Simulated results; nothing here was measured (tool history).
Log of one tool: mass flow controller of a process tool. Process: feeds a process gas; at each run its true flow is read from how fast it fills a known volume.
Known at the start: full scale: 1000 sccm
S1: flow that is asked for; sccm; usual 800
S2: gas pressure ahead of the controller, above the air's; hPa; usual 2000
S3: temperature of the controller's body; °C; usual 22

run 1 hour=0.0 | S1=800 S2=2000 S3=22 | true_flow_(%)=98.48
run 2 hour=68.1 | S1=800 S2=2000 S3=22 | true_flow_(%)=98.39
run 3 hour=169.4 | S1=800 S2=2000 S3=22 | true_flow_(%)=98.47
run 4 hour=284.1 | S1=800 S2=2000 S3=22 | true_flow_(%)=98.47
run 5 hour=402.1 | S1=800 S2=2000 S3=22 | true_flow_(%)=98.50
run 6 hour=535.0 | S1=800 S2=2000 S3=22 | true_flow_(%)=98.27
run 7 hour=630.7 | S1=800 S2=2000 S3=22 | true_flow_(%)=98.25
run 8 hour=745.7 | S1=800 S2=2000 S3=22 | true_flow_(%)=98.25
run 9 hour=883.8 | S1=800 S2=2000 S3=22 | true_flow_(%)=98.15
run 10 hour=987.2 | S1=800 S2=2000 S3=22 | true_flow_(%)=98.15
-- hour=1001.1 controller's zero set anew
run 11 hour=1081.9 | S1=800 S2=2000 S3=22 | true_flow_(%)=97.94
run 12 hour=1161.2 | S1=800 S2=2000 S3=22 | true_flow_(%)=98.08
run 13 hour=1231.0 | S1=800 S2=2630 S3=22 | true_flow_(%)=97.87
-- hour=1330.6 controller's zero set anew, once more
run 14 hour=1330.6 | S1=800 S2=2000 S3=25 | true_flow_(%)=98.14
run 15 hour=1451.4 | S1=319 S2=2000 S3=25 | true_flow_(%)=98.01
run 16 hour=1539.7 | S1=319 S2=2000 S3=25 | true_flow_(%)=97.90
run 17 hour=1618.9 | S1=248 S2=2090 S3=34 | true_flow_(%)=96.83
run 18 hour=1764.3 | S1=949 S2=1780 S3=25 | true_flow_(%)=98.32
run 19 hour=1909.1 | S1=175 S2=1790 S3=22 | true_flow_(%)=98.04
run 20 hour=1992.9 | S1=175 S2=1400 S3=22 | true_flow_(%)=98.03
run 21 hour=2104.0 | S1=895 S2=1400 S3=22 | true_flow_(%)=98.47
run 22 hour=2194.9 | S1=895 S2=1400 S3=29 | true_flow_(%)=97.91
run 23 hour=2291.7 | S1=184 S2=1400 S3=26 | true_flow_(%)=97.61
run 24 hour=2413.6 | S1=800 S2=2000 S3=28 | true_flow_(%)=97.68
run 25 hour=2513.3 | S1=800 S2=2000 S3=28 | true_flow_(%)=97.77
run 26 hour=2656.1 | S1=800 S2=2000 S3=28 | true_flow_(%)=97.65
run 27 hour=2734.5 | S1=800 S2=2000 S3=28 | true_flow_(%)=97.55
run 28 hour=2890.1 | S1=199 S2=2000 S3=23 | true_flow_(%)=97.47
run 29 hour=2961.7 | S1=311 S2=2700 S3=21 | true_flow_(%)=97.60
run 30 hour=3082.6 | S1=311 S2=2700 S3=21 | true_flow_(%)=97.48
run 31 hour=3226.2 | S1=196 S2=1430 S3=26 | true_flow_(%)=97.13

Forecast each of these 5 alternatives for the next run:
run A hour=3332.6 | S1=631 S2=2000 S3=31 | true_flow_(%)=?
run B hour=3332.6 | S1=176 S2=1530 S3=26 | true_flow_(%)=?
run C hour=3332.6 | S1=225 S2=2000 S3=27 | true_flow_(%)=?
run D hour=3332.6 | S1=292 S2=2100 S3=27 | true_flow_(%)=?
run E hour=3332.6 | S1=575 S2=2780 S3=28 | true_flow_(%)=?

run=A true_flow_(%)=96.99
run=B true_flow_(%)=96.92
run=C true_flow_(%)=96.93
run=D true_flow_(%)=97.05
run=E true_flow_(%)=96.99
Without the tool's hidden state the same runs would have given:
run=A true_flow_(%)=99.22
run=B true_flow_(%)=99.61
run=C true_flow_(%)=99.48
run=D true_flow_(%)=99.49
run=E true_flow_(%)=99.25

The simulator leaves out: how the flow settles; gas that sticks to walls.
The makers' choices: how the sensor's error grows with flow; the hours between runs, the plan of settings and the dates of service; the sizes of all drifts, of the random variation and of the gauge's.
